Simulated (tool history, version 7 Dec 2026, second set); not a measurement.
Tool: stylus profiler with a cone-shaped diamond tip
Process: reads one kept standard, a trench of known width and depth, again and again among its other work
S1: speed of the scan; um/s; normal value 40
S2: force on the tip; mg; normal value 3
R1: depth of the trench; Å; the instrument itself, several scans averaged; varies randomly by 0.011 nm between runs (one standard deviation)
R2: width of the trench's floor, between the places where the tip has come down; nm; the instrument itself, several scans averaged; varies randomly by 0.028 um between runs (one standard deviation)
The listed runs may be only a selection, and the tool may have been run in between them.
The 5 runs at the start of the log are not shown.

Run 6, day 8.071: usual settings. Result: R1 1009.8 Å, R2 48210 nm.
Run 7, day 9.217: usual settings but S1 11 um/s. Result: R1 1010.1 Å, R2 48380 nm.
Run 8, day 11.35: usual settings but S1 11 um/s. Result: R1 1010.1 Å, R2 48300 nm.
Run 9, day 12.5: usual settings but S1 53 um/s. Result: R1 1010.1 Å, R2 48050 nm.
Run 10, day 13.483: usual settings but S1 53 um/s. Result: R1 1010.3 Å, R2 48100 nm.
Run 11, day 14.896: usual settings but S1 53 um/s. Result: R1 1010.4 Å, R2 48100 nm.
Run 12, day 16.346: usual settings but S1 53 um/s. Result: R1 1009.9 Å, R2 48070 nm.
Run 13, day 18.2: usual settings but S1 53 um/s. Result: R1 1010.2 Å, R2 48030 nm.
Run 14, day 20.038: usual settings but S1 53 um/s. Result: R1 1010.2 Å, R2 48030 nm.
Run 15, day 21.088: usual settings. Result: R1 1010.4 Å, R2 48150 nm.
Run 16, day 22.075: usual settings. Result: R1 1010.3 Å, R2 48130 nm.

Run 17, settings as shown, results not yet in. Your forecast:
Run 17, day 23.429: usual settings but S1 116 um/s. Result: R1 ?, R2 ?.

{"run 17": {"R1": 1010.4, "R2": 47690}}
Take away the tool's hidden state, keep the run-to-run variation as it was, and the same run would have given R1 1008.9 Å, R2 48090 nm.
